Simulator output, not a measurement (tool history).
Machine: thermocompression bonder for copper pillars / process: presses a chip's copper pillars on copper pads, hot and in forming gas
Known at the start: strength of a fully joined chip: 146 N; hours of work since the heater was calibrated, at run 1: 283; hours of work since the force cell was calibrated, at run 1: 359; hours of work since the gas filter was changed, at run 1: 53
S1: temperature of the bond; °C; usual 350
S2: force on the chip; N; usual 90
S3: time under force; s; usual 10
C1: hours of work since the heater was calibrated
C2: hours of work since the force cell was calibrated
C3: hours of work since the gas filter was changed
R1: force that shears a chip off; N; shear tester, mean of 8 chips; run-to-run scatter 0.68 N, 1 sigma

run,hour,S1,S2,S3,C1,C2,C3,R1
1,0.0,350,90,10,283,359,53,52.3
2,73.6,350,90,10,328,405,99,51.1
# hour 84.2: forming gas filter changed
3,141.7,350,104,10,370,447,36,59.0
4,182.1,350,104,10,395,472,61,59.2
5,248.0,350,90,8,436,513,102,46.4
# hour 253.1: forming gas filter changed
6,291.5,350,90,8,463,539,24,50.7
7,367.3,350,90,29,510,587,71,76.4
# hour 420.1: forming gas filter changed
8,426.5,350,90,29,547,623,4,84.0
# hour 463.2: heater calibrated with a thermocouple chip
9,487.1,370,90,10,15,659,40,59.9
10,545.5,370,90,10,51,696,77,58.5
# hour 587.5: forming gas filter changed
11,590.2,370,90,10,79,723,2,63.3
12,626.7,370,90,10,101,746,24,61.3
13,671.6,370,90,10,129,774,52,61.5
14,737.1,350,90,9,170,814,93,47.4
# hour 754.9: forming gas filter changed
15,796.1,350,90,9,206,851,26,50.8
16,832.9,350,90,9,229,874,48,50.0
17,884.2,347,90,13,261,905,80,54.8
# hour 919.5: forming gas filter changed
18,937.0,347,90,7,293,938,11,45.3
19,971.8,347,90,7,315,960,32,43.8
20,1039.2,347,90,7,357,1001,74,43.5
# hour 1085.0: forming gas filter changed
21,1110.6,364,90,16,401,1045,16,71.6
22,1185.4,336,73,16,447,1092,62,48.1
23,1217.6,330,80,30,467,1112,82,60.7
# hour 1249.9: forming gas filter changed
24,1274.5,350,116,13,502,1147,15,69.7
25,1338.1,366,81,10,542,1186,55,56.1
# hour 1385.7: heater calibrated with a thermocouple chip
26,1409.9,366,81,10,15,1230,98,53.4
# hour 1422.2: forming gas filter changed
27,1476.5,339,114,13,56,1271,34,58.5
28,1550.1,365,61,10,102,1317,80,44.8
29,1582.8,358,121,10,122,1337,100,61.3
# hour 1590.2: forming gas filter changed
30,1623.6,350,77,10,147,1362,21,47.5
31,1661.8,350,77,8,171,1386,44,42.3
# hour 1703.5: force cell calibrated
32,1735.5,350,77,8,216,20,89,41.3

Per-run results on a tool with no hidden state, each run keeping its own random variation:
Hidden conditions of the tool in this case: true temperature of the bond over the reading, C; force that reaches the chip, % of what is set; oxide that the forming gas leaves, % of the face; drift of the gauge itself on shear_n, %.
run,R1
1,53.2
2,53.9
3,59.1
4,60.3
5,48.7
6,50.1
7,78.8
8,81.9
9,62.5
10,62.5
11,64.0
12,63.0
13,64.4
14,50.9
15,51.9
16,51.8
17,58.0
18,45.4
19,44.5
20,45.5
21,71.8
22,49.5
23,63.4
24,69.3
25,57.4
26,59.0
27,61.2
28,48.5
29,67.5
30,49.1
31,44.4
32,43.6

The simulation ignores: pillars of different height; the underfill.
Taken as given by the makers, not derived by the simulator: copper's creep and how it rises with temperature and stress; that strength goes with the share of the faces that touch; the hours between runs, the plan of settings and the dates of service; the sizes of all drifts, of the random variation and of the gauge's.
